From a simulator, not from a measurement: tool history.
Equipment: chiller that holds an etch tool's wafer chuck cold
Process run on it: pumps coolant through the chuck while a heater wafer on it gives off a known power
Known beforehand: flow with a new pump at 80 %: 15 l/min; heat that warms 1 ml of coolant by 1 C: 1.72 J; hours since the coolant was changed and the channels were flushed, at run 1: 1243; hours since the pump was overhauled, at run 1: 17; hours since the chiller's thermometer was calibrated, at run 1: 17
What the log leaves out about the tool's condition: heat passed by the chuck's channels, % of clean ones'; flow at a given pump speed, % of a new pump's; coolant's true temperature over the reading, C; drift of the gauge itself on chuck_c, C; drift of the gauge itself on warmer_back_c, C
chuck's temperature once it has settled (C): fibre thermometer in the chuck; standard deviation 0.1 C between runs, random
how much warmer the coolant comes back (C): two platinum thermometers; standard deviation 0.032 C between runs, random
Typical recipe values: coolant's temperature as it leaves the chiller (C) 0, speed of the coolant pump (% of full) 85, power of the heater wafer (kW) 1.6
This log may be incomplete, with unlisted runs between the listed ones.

run   hour  coolant's temperature as it leaves the chiller (C)  speed of the coolant pump (% of full)  power of the heater wafer (kW)  hours since the coolant was changed and the channels were flushed  hours since the pump was overhauled  hours since the chiller's thermometer was calibrated  chuck's temperature once it has settled (C)  how much warmer the coolant comes back (C)
  1      0                                                   0                                     85                             1.6                                                               1243                                   17                                                    17                                          9.2                                        3.52
  2   29.1                                                   0                                     85                             1.6                                                               1272                                   46                                                    46                                          9.4                                         3.5
  3   50.2                                                   0                                     85                           0.937                                                               1293                                   67                                                    67                                          5.6                                        2.07
  4   82.2                                                   0                                     85                             1.6                                                               1325                                   99                                                    99                                          9.3                                        3.48
  5  106.3                                                   0                                     85                             1.6                                                               1349                                  123                                                   123                                          9.2                                        3.44
  6  125.9                                                   0                                     85                             1.6                                                               1369                                  143                                                   143                                          9.3                                        3.51
  7  156.3                                                   0                                     85                           1.783                                                               1399                                  173                                                   173                                         10.5                                        3.88
  8  178.6                                                   0                                     85                           1.783                                                               1421                                  195                                                   195                                         10.5                                        3.88
  9  219.6                                                   3                                     85                             1.6                                                               1462                                  236                                                   236                                         12.2                                        3.51
 10  249.7                                                   9                                     85                             1.6                                                               1493                                  266                                                   266                                         18.3                                        3.53
 11  274.1                                                   9                                     85                             1.6                                                               1517                                  291                                                   291                                         18.3                                        3.46
 12    315                                                   9                                     85                             1.6                                                               1558                                  332                                                   332                                         18.2                                         3.5
 13    342                                                  -2                                     85                             1.6                                                               1585                                  359                                                   359                                          7.3                                        3.48
 14  378.1                                                   0                                     85                           1.117                                                               1621                                  395                                                   395                                          6.5                                        2.42
 15  399.5                                                   0                                     85                           1.117                                                               1642                                  416                                                   416                                          6.5                                        2.45
 16  445.7                                                   0                                     85                           1.117                                                               1689                                  462                                                   462                                          6.5                                        2.46
 17  479.4                                                   0                                     85                           1.117                                                               1722                                  496                                                   496                                          6.7                                        2.46
 18    503                                                   0                                     85                           1.117                                                               1746                                  520                                                   520                                          6.3                                        2.44
 19  544.1                                                   9                                     85                           1.974                                                               1787                                  561                                                   561                                         20.6                                        4.31
 20  583.5                                                   9                                     85                           1.974                                                               1826                                  600                                                   600                                         20.5                                        4.34
 21  616.1                                                   9                                     85                           1.974                                                               1859                                  633                                                   633                                         20.8                                        4.26
 22    661                                                   0                                     97                             1.6                                                               1904                                  678                                                   678                                          8.4                                        3.04

Expected results for the next run?
 23  707.4                                                   0                                     97                             1.6                                                               1950                                  724                                                   724                                            ?                                           ?

{"run 23": {"chuck's temperature once it has settled (C)": 8.3, "how much warmer the coolant comes back (C)": 2.98}}
Without the tool's hidden state the same run would have given chuck's temperature once it has settled (C) 8.3, how much warmer the coolant comes back (C) 2.98.
